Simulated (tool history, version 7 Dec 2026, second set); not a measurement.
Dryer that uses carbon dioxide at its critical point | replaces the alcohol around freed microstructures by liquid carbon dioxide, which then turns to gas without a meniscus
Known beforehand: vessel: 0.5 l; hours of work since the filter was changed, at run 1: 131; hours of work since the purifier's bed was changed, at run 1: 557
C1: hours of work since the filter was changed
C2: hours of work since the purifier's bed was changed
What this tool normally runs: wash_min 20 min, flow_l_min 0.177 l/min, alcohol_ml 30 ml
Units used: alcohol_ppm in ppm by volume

Run 1, day 0: usual settings; C1 131; C2 557. Result: alcohol_ppm 194 ppm by volume.
Run 2, day 0.842: usual settings; C1 144; C2 570. Result: alcohol_ppm 208 ppm by volume.
Run 3, day 2.1: usual settings; C1 164; C2 590. Result: alcohol_ppm 210 ppm by volume.
Run 4, day 3.433: usual settings but alcohol_ml 37 ml; C1 184; C2 611. Result: alcohol_ppm 271 ppm by volume.
Run 5, day 4.483: usual settings but alcohol_ml 77 ml; C1 201; C2 627. Result: alcohol_ppm 529 ppm by volume.
At day 4.625: inlet filter changed.
Run 6, day 5.246: usual settings; C1 10; C2 638. Result: alcohol_ppm 184 ppm by volume.
Run 7, day 5.858: usual settings but wash_min 27 min; C1 19; C2 647. Result: alcohol_ppm 47 ppm by volume.
Run 8, day 6.775: usual settings but flow_l_min 0.272 l/min; C1 33; C2 662. Result: alcohol_ppm 35 ppm by volume.
Run 9, day 7.333: usual settings but flow_l_min 0.272 l/min; C1 42; C2 670. Result: alcohol_ppm 48 ppm by volume.
Run 10, day 8.438: usual settings but flow_l_min 0.272 l/min; C1 59; C2 687. Result: alcohol_ppm 35 ppm by volume.
Run 11, day 9.329: usual settings but wash_min 15 min, flow_l_min 0.271 l/min, alcohol_ml 55 ml; C1 73; C2 701. Result: alcohol_ppm 152 ppm by volume.
Run 12, day 9.888: usual settings but wash_min 13 min, flow_l_min 0.144 l/min, alcohol_ml 114 ml; C1 81; C2 710. Result: alcohol_ppm 10072 ppm by volume.
Run 13, day 10.871: usual settings but wash_min 13 min, flow_l_min 0.144 l/min, alcohol_ml 114 ml; C1 97; C2 725. Result: alcohol_ppm 10301 ppm by volume.
Run 14, day 11.779: usual settings but wash_min 25 min, flow_l_min 0.182 l/min, alcohol_ml 114 ml; C1 111; C2 739. Result: alcohol_ppm 163 ppm by volume.

Branching from run 14: 4 alternative next runs. What would each branch give?
Run A, day 12.883: usual settings but wash_min 19 min, flow_l_min 0.182 l/min, alcohol_ml 114 ml; C1 128; C2 756. Result: alcohol_ppm ?.
Run B, day 12.883: usual settings but wash_min 31 min, flow_l_min 0.14 l/min, alcohol_ml 27 ml; C1 128; C2 756. Result: alcohol_ppm ?.
Run C, day 12.883: usual settings but wash_min 16 min, flow_l_min 0.235 l/min, alcohol_ml 26 ml; C1 128; C2 756. Result: alcohol_ppm ?.
Run D, day 12.883: usual settings but wash_min 12 min, flow_l_min 0.191 l/min, alcohol_ml 79 ml; C1 128; C2 756. Result: alcohol_ppm ?.

run  alcohol_ppm
  A          821
  B           80
  C          139
  D         3691
The same runs, with their run-to-run variation unchanged, on a tool lacking any hidden condition would have given:
run  alcohol_ppm
  A          613
  B           38
  C           85
  D         3095

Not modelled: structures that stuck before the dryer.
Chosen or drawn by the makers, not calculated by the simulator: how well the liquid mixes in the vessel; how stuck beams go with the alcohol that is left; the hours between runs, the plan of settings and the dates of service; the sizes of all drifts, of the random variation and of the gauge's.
